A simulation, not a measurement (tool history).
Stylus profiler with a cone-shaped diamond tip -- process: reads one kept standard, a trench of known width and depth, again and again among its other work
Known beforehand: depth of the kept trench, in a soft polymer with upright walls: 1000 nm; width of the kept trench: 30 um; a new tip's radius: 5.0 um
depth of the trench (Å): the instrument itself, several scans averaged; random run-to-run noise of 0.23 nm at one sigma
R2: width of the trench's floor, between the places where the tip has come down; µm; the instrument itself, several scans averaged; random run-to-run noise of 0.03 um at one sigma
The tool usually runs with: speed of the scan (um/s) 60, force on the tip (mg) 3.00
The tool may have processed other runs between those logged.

{"run": 1, "hour": 0.0, "speed of the scan (um/s)": 60, "force on the tip (mg)": 3.0, "depth of the trench (Å)": 10114.0, "R2": 23.03}
{"run": 2, "hour": 21.4, "speed of the scan (um/s)": 60, "force on the tip (mg)": 2.58, "depth of the trench (Å)": 10104.6, "R2": 22.94}
{"run": 3, "hour": 47.8, "speed of the scan (um/s)": 60, "force on the tip (mg)": 2.58, "depth of the trench (Å)": 10103.1, "R2": 23.01}
{"run": 4, "hour": 81.7, "speed of the scan (um/s)": 60, "force on the tip (mg)": 5.16, "depth of the trench (Å)": 10168.0, "R2": 22.95}
{"run": 5, "hour": 115.5, "speed of the scan (um/s)": 60, "force on the tip (mg)": 5.16, "depth of the trench (Å)": 10165.7, "R2": 22.95}
{"run": 6, "hour": 132.5, "speed of the scan (um/s)": 60, "force on the tip (mg)": 5.16, "depth of the trench (Å)": 10168.0, "R2": 22.9}
{"run": 7, "hour": 163.5, "speed of the scan (um/s)": 118, "force on the tip (mg)": 3.0, "depth of the trench (Å)": 10111.6, "R2": 22.73}
{"run": 8, "hour": 195.9, "speed of the scan (um/s)": 118, "force on the tip (mg)": 3.0, "depth of the trench (Å)": 10115.6, "R2": 22.67}
{"run": 9, "hour": 232.2, "speed of the scan (um/s)": 60, "force on the tip (mg)": 2.17, "depth of the trench (Å)": 10085.3, "R2": 22.74}
{"run": 10, "hour": 264.7, "speed of the scan (um/s)": 40, "force on the tip (mg)": 2.17, "depth of the trench (Å)": 10085.4, "R2": 22.82}
{"run": 11, "hour": 288.8, "speed of the scan (um/s)": 40, "force on the tip (mg)": 2.17, "depth of the trench (Å)": 10088.7, "R2": 22.76}
{"run": 12, "hour": 312.4, "speed of the scan (um/s)": 21, "force on the tip (mg)": 1.98, "depth of the trench (Å)": 10080.0, "R2": 22.82}
{"run": 13, "hour": 337.4, "speed of the scan (um/s)": 21, "force on the tip (mg)": 1.98, "depth of the trench (Å)": 10081.0, "R2": 22.81}
{"run": 14, "hour": 371.1, "speed of the scan (um/s)": 109, "force on the tip (mg)": 1.98, "depth of the trench (Å)": 10076.6, "R2": 22.52}
{"run": 15, "hour": 400.9, "speed of the scan (um/s)": 17, "force on the tip (mg)": 7.71, "depth of the trench (Å)": 10215.3, "R2": 22.81}
{"run": 16, "hour": 428.4, "speed of the scan (um/s)": 60, "force on the tip (mg)": 2.74, "depth of the trench (Å)": 10097.5, "R2": 22.64}
{"run": 17, "hour": 453.9, "speed of the scan (um/s)": 60, "force on the tip (mg)": 2.74, "depth of the trench (Å)": 10102.7, "R2": 22.55}
{"run": 18, "hour": 484.6, "speed of the scan (um/s)": 60, "force on the tip (mg)": 2.74, "depth of the trench (Å)": 10099.4, "R2": 22.56}
{"run": 19, "hour": 503.9, "speed of the scan (um/s)": 177, "force on the tip (mg)": 8.5, "depth of the trench (Å)": 10226.2, "R2": 22.46}
{"run": 20, "hour": 530.1, "speed of the scan (um/s)": 177, "force on the tip (mg)": 8.5, "depth of the trench (Å)": 10252.8, "R2": 22.4}
{"run": 21, "hour": 551.5, "speed of the scan (um/s)": 132, "force on the tip (mg)": 7.82, "depth of the trench (Å)": 10243.1, "R2": 22.44}

Removed from this log: 2 entries logged between the listed runs. Between which two listed runs does each belong, and how does the tool's hidden state at the listed run before it compare with that at the listed run after it?
Run 13 -> run 14: height scale calibrated on a step standard (hour 340.9)
  radius of the tip, um: 6.84 -> 6.9; height scale over the true one, %: -0.117 -> -0.149
  measured result minus the result with no hidden state, depth of the trench (Å): -11.8 -> -15.0; R2: -1.12 -> -1.15 µm
Run 19 -> run 20: height scale calibrated on a step standard, once more (hour 527.2)
  radius of the tip, um: 7.12 -> 7.16; height scale over the true one, %: -0.166 -> 0.087
  measured result minus the result with no hidden state, depth of the trench (Å): -16.9 -> +8.9; R2: -1.28 -> -1.30 µm
